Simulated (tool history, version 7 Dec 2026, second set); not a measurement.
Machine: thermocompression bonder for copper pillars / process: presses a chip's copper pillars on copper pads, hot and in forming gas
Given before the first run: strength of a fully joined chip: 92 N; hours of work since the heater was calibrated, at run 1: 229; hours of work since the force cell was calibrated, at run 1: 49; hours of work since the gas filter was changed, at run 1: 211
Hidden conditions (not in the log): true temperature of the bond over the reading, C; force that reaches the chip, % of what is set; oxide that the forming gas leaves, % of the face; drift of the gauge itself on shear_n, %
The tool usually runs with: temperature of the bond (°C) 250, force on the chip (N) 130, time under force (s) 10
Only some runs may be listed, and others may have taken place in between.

run   hour  temperature of the bond (°C)  force on the chip (N)  time under force (s)  hours of work since the heater was calibrated  hours of work since the force cell was calibrated  hours of work since the gas filter was changed  force that shears a chip off (N)
  1      0                           250                    130                    10                                            229                                                 49                                             211                              45.2
  2   11.7                           240                    130                    10                                            237                                                 57                                             219                              37.7
  3   22.8                           233                    130                    10                                            245                                                 65                                             227                              33.5
  4   32.4                           233                    130                    30                                            252                                                 72                                             234                              49.5
  5   41.5                           233                    130                    30                                            258                                                 78                                             240                                50
  6   57.1                           250                    130                    10                                            269                                                 89                                             251                              45.4
  7     64                           250                    130                    10                                            274                                                 94                                             256                              45.3
      66.2  -- force cell calibrated
  8   76.2                           250                    130                    10                                            282                                                  7                                             264                              44.9
      77.8  -- forming gas filter changed
  9   86.8                           250                    130                    10                                            289                                                 14                                               6                              46.4
 10   97.5                           250                    130                    10                                            296                                                 22                                              14                                46
 11  113.3                           250                    130                    10                                            307                                                 33                                              25                              45.9
 12  121.7                           250                    130                    10                                            313                                                 39                                              31                              46.1
 13    136                           250                    176                     7                                            323                                                 49                                              41                              48.3
       147  -- force cell calibrated, once more
 14  152.5                           247                    131                    21                                            334                                                  4                                              52                              57.1
 15    160                           247                    131                    21                                            339                                                  9                                              57                              57.1
 16  171.5                           247                    131                    21                                            347                                                 17                                              65                              57.1
 17  181.4                           247                    131                    21                                            354                                                 24                                              72                              56.3
 18  189.2                           276                    130                    15                                            360                                                 30                                              77                              71.4
 19  200.7                           250                    129                    10                                            368                                                 38                                              85                              46.1
 20  209.2                           250                    129                    10                                            374                                                 44                                              91                              46.2
 21  216.2                           254                    157                    10                                            379                                                 49                                              96                              54.9

Predict each of these 3 candidate next runs independently; none follows another, all start after run 21:
  A  229.8                           258                    157                    25                                            388                                                 58                                             106                                 ?
  B  229.8                           254                    129                    10                                            388                                                 58                                             106                                 ?
  C  229.8                           253                    150                    29                                            388                                                 58                                             106                                 ?

run  force that shears a chip off (N)
  A                              72.1
  B                              49.5
  C                              70.8
Had the tool no hidden state, the same runs would have come out as:
run  force that shears a chip off (N)
  A                              70.2
  B                              47.2
  C                              68.7
